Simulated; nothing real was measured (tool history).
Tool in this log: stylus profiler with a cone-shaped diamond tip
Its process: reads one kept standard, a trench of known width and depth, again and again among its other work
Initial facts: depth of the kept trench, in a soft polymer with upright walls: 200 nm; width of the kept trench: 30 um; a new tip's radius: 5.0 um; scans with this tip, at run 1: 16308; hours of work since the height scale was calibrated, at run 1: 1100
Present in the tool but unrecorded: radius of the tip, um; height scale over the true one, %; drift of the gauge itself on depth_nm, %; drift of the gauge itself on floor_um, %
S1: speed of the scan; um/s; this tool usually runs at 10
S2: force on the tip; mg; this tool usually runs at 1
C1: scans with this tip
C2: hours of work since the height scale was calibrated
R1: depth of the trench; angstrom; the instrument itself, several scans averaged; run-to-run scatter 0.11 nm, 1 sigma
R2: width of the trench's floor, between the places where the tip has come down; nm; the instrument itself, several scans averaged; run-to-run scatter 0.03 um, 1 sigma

run 1 hour=0 | S1=10 S2=1 | C1=16308 C2=1100 | R1=2018.2 R2=27130
run 2 hour=37.6 | S1=10 S2=1 | C1=16672 C2=1124 | R1=2018.3 R2=27100
run 3 hour=59.5 | S1=8 S2=1 | C1=16883 C2=1138 | R1=2019.6 R2=27070
run 4 hour=84 | S1=8 S2=1 | C1=17120 C2=1154 | R1=2018.1 R2=27120
run 5 hour=125.2 | S1=8 S2=1 | C1=17518 C2=1181 | R1=2019.3 R2=27140
run 6 hour=158.4 | S1=10 S2=1 | C1=17839 C2=1203 | R1=2018.3 R2=27150
run 7 hour=194.8 | S1=10 S2=0.95 | C1=18191 C2=1227 | R1=2020 R2=27090
run 8 hour=218.6 | S1=10 S2=1 | C1=18421 C2=1242 | R1=2019.2 R2=27060
run 9 hour=264.1 | S1=10 S2=1 | C1=18861 C2=1272 | R1=2018.7 R2=27180
run 10 hour=312.1 | S1=10 S2=2.93 | C1=19325 C2=1303 | R1=2039.6 R2=27110
run 11 hour=341.4 | S1=4 S2=1 | C1=19608 C2=1322 | R1=2018.2 R2=27100
run 12 hour=375.5 | S1=4 S2=1 | C1=19937 C2=1344 | R1=2019 R2=27230
-- hour=410.2 new tip fitted, height scale calibrated
run 13 hour=410.2 | S1=4 S2=1 | C1=0 C2=0 | R1=2019.6 R2=27210
run 14 hour=442.9 | S1=4 S2=0.4 | C1=317 C2=21 | R1=2011.1 R2=27120
run 15 hour=477 | S1=4 S2=0.4 | C1=646 C2=44 | R1=2010.2 R2=27160
run 16 hour=519.9 | S1=4 S2=0.4 | C1=1061 C2=72 | R1=2010.2 R2=27200
run 17 hour=565.9 | S1=3 S2=0.61 | C1=1506 C2=102 | R1=2013.5 R2=27150
run 18 hour=607.2 | S1=19 S2=2.67 | C1=1904 C2=128 | R1=2038 R2=27090
run 19 hour=629.5 | S1=10 S2=2.01 | C1=2120 C2=143 | R1=2031.2 R2=27130
run 20 hour=673.1 | S1=10 S2=2.01 | C1=2541 C2=171 | R1=2031.5 R2=27130
run 21 hour=715.1 | S1=10 S2=2.01 | C1=2947 C2=199 | R1=2029 R2=27140
run 22 hour=740.9 | S1=10 S2=2.01 | C1=3196 C2=216 | R1=2027.9 R2=27150
run 23 hour=780 | S1=20 S2=1.27 | C1=3574 C2=241 | R1=2023.4 R2=27090

What if the next run were any one of these 4? Each begins from the tool's condition after run 23:
run A hour=810.6 | S1=12 S2=0.87 | C1=3870 C2=261 | R1=? R2=?
run B hour=810.6 | S1=22 S2=0.59 | C1=3870 C2=261 | R1=? R2=?
run C hour=810.6 | S1=25 S2=1 | C1=3870 C2=261 | R1=? R2=?
run D hour=810.6 | S1=5 S2=0.49 | C1=3870 C2=261 | R1=? R2=?

run=A R1=2016.2 R2=27120
run=B R1=2012.9 R2=26970
run=C R1=2017.4 R2=27060
run=D R1=2013.4 R2=27140
Without the tool's unlogged condition, the same runs would have read:
run=A R1=2016.1 R2=27130
run=B R1=2012.8 R2=26970
run=C R1=2017.4 R2=27060
run=D R1=2013.4 R2=27150
